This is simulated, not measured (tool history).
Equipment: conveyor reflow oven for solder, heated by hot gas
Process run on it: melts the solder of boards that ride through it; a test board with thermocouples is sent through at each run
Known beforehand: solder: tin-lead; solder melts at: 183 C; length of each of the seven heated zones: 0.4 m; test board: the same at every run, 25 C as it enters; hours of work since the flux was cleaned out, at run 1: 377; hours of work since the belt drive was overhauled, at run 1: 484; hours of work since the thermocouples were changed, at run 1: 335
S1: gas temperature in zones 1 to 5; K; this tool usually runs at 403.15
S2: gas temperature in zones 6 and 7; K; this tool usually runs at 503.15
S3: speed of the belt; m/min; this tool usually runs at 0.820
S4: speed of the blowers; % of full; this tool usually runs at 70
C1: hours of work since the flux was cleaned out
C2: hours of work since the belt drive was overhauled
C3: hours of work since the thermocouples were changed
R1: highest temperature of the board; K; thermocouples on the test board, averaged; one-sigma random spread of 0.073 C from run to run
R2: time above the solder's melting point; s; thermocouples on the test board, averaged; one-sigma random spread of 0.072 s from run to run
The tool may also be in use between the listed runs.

run	hour	S1	S2	S3	S4	C1	C2	C3	R1	R2
1	0.0	403.15	503.15	0.820	70	377	484	335	488.80	41.63
2	9.6	403.15	503.15	0.778	70	382	489	341	490.43	45.09
3	25.8	403.15	503.15	0.820	70	391	498	349	489.08	41.60
4	41.2	403.15	503.15	0.820	69	399	506	358	488.93	41.30
5	58.3	403.15	503.15	0.820	69	409	515	367	488.81	41.45
6	69.5	403.15	503.15	0.820	70	415	521	373	488.93	41.50
7	85.8	403.15	503.15	0.820	70	423	530	382	488.87	41.44
8	99.5	403.15	503.15	0.820	70	431	538	389	488.70	41.51
9	106.8	403.15	503.15	0.820	70	435	542	393	488.89	41.62
10	123.7	403.15	503.15	0.820	70	444	551	403	488.70	41.47
11	133.9	403.15	503.15	0.686	70	450	556	408	493.83	54.20
# hour 140.1: flux residue cleaned out of gas plates and filters
12	148.8	403.15	503.15	0.686	70	5	562	414	493.58	53.93
13	161.5	403.15	503.15	0.820	70	12	568	420	488.31	41.24
14	178.2	403.15	503.15	0.820	70	21	578	429	488.22	41.12
15	187.9	405.15	503.15	0.820	70	26	583	435	488.52	41.79
16	205.2	403.15	503.15	0.872	70	35	592	444	486.28	37.11
17	221.2	403.15	503.15	0.820	57	44	601	453	484.71	37.97
# hour 228.0: flux residue cleaned out of gas plates and filters, once more
18	233.8	403.15	495.15	0.665	70	3	605	457	488.74	53.76
19	249.8	392.15	503.15	0.820	63	12	614	466	487.28	38.10
20	266.5	392.15	501.15	0.914	63	21	623	475	481.66	29.99
21	283.5	403.15	503.15	0.810	70	30	632	484	491.34	43.95
22	295.9	403.15	503.15	0.951	70	37	639	491	486.17	34.01
23	313.3	403.15	503.15	0.951	70	46	648	500	486.26	33.86
24	326.5	403.15	518.15	0.971	64	53	655	507	496.25	37.98
25	339.8	394.15	513.15	0.825	80	61	663	514	500.78	46.21
26	353.8	394.15	513.15	0.825	80	68	670	522	500.85	46.14
27	370.9	403.15	503.15	0.820	71	77	679	531	491.01	43.35
28	379.6	403.15	503.15	0.820	71	82	684	536	490.96	43.32
29	395.7	395.15	503.15	0.820	65	91	693	545	488.11	39.40
30	413.1	407.15	503.15	0.820	56	100	702	554	487.55	41.28
31	423.0	407.15	503.15	0.820	56	106	708	560	487.36	41.32

How would selected steps in R1 from run to run divide? Give the signed amount a tool lacking its hidden state would still show from settings, what came in and random variation, and the signed amount left for the hidden state, including any gauge scatter that is not in both of the compared results.
Unlogged tool condition in this case: heat that the gas passes to the board, % of a clean oven's; belt's true speed, % of the reading; true gas temperature in zones 6 and 7 over the reading, C; drift of the gauge itself on peak_c, C; drift of the gauge itself on liquid_s, %.
Run 10 -> 11: S3 0.820 -> 0.686. R1 +5.13 K: hidden state +0.49, all else +4.64.
Run 12 -> 13: S3 0.686 -> 0.820. R1 -5.27 K: hidden state -0.60, all else -4.67.
Run 17 -> 18: S2 503.15 -> 495.15, S3 0.820 -> 0.665, S4 57 -> 70, flux residue cleaned out of gas plates and filters, once more. R1 +4.03 K: hidden state +2.55, all else +1.48.
Run 20 -> 21: S1 392.15 -> 403.15, S2 501.15 -> 503.15, S3 0.914 -> 0.810, S4 63 -> 70. R1 +9.68 K: hidden state +0.01, all else +9.67.
Run 23 -> 24: S2 503.15 -> 518.15, S3 0.951 -> 0.971, S4 70 -> 64. R1 +9.99 K: hidden state -0.03, all else +10.02.
Run 26 -> 27: S1 394.15 -> 403.15, S2 513.15 -> 503.15, S3 0.825 -> 0.820, S4 80 -> 71. R1 -9.84 K: hidden state +0.01, all else -9.85.
